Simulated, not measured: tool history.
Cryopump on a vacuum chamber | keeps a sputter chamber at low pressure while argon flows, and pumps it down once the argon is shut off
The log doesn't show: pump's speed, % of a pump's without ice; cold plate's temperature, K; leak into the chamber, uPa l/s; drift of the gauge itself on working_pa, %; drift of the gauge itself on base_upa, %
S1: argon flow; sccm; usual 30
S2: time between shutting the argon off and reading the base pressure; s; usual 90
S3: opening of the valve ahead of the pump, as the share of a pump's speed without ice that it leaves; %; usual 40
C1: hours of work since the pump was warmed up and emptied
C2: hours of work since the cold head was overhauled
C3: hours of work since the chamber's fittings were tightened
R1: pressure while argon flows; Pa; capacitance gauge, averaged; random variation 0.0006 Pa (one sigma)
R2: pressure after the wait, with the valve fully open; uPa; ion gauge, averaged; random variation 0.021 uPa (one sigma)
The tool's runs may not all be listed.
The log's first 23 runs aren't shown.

run,hour,S1,S2,S3,C1,C2,C3,R1,R2
24,279.7,17,95,28,425,425,91,0.0693,0.57
25,294.7,17,95,28,432,432,98,0.0688,0.57
26,306.7,14,139,26,437,437,104,0.0610,0.45
27,317.9,14,139,26,442,442,109,0.0614,0.46
28,331.2,19,118,38,448,448,115,0.0563,0.54
29,343.2,13,118,38,454,454,121,0.0393,0.54
30,356.8,13,118,38,460,460,127,0.0392,0.52
31,373.0,34,26,40,467,467,134,0.0987,1.44
32,380.7,34,26,40,471,471,138,0.0967,1.37
33,389.1,34,26,40,475,475,142,0.0985,1.37
34,405.9,42,102,40,482,482,149,0.1216,0.53

Forecast each of these 4 alternatives for the next run:
A,413.0,30,95,40,486,486,152,?,?
B,413.0,42,99,42,486,486,152,?,?
C,413.0,35,90,40,486,486,152,?,?
D,413.0,30,219,21,486,486,152,?,?

run,R1,R2
A,0.0870,0.54
B,0.1148,0.60
C,0.1014,0.57
D,0.1615,0.41
Without the tool's hidden state the same runs would have given:
run,R1,R2
A,0.0838,0.48
B,0.1103,0.53
C,0.0976,0.51
D,0.1582,0.34
